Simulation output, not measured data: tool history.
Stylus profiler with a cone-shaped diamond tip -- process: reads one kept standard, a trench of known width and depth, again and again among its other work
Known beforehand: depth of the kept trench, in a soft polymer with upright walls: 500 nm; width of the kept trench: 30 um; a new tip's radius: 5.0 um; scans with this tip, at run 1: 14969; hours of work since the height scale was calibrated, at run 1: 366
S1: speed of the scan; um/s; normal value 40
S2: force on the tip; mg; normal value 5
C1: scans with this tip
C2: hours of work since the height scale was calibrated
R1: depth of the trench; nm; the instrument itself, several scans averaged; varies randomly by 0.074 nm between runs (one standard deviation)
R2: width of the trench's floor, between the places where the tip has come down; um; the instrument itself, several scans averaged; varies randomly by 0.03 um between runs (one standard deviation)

run    hour   S1     S2     C1   C2      R1     R2
  1       0   40      5  14969  366  504.72  24.05
  2    62.8   40      5  15526  417  504.72  23.99
  3   104.9   40      5  15898  450   504.9  23.98
  4   175.3   40      5  16522  507  504.85  23.98
  5   245.2   40      5  17142  563  505.04  23.86
  6   321.6   40      5  17818  624  505.08  23.79
  7   378.4   40      5  18322  669  505.22   23.8
  8   416.2   40    6.5  18657  699  505.96  23.78
  9   474.2   40    6.5  19170  746  506.13  23.72
 10   563.9   40    6.5  19965  817  506.16  23.65
 11   635.8   40    6.5  20602  875  506.27  23.63
      646.3  -- height scale calibrated on a step standard
 12   711.2   13   9.73  21266   52  506.69  23.67
 13   788.8  108   2.11  21953  114  502.52  22.94
 14   867.2   20   5.95  22647  177  504.95  23.57
 15   907.4   20   5.95  23004  209  505.16  23.49
 16     990   20   5.95  23736  275  505.25   23.4
 17  1056.3   41      5  24323  328   504.7  23.33
 18  1133.4   18   6.61  25006  390  505.71  23.35
 19  1213.4   18   6.61  25715  454  505.71  23.31
 20  1254.8  116   3.74  26082  487  504.16  22.74
 21  1324.8   70  13.55  26701  543  508.95  23.15

Run 22 has not been measured yet. What should we expect?
 22  1378  70  13.55  27173  585   ?   ?

R1: 509.21 nm
R2: 23.09 um
Minus the tool's unlogged condition, the same run would have read R1 508.41 nm, R2 25.49 um.

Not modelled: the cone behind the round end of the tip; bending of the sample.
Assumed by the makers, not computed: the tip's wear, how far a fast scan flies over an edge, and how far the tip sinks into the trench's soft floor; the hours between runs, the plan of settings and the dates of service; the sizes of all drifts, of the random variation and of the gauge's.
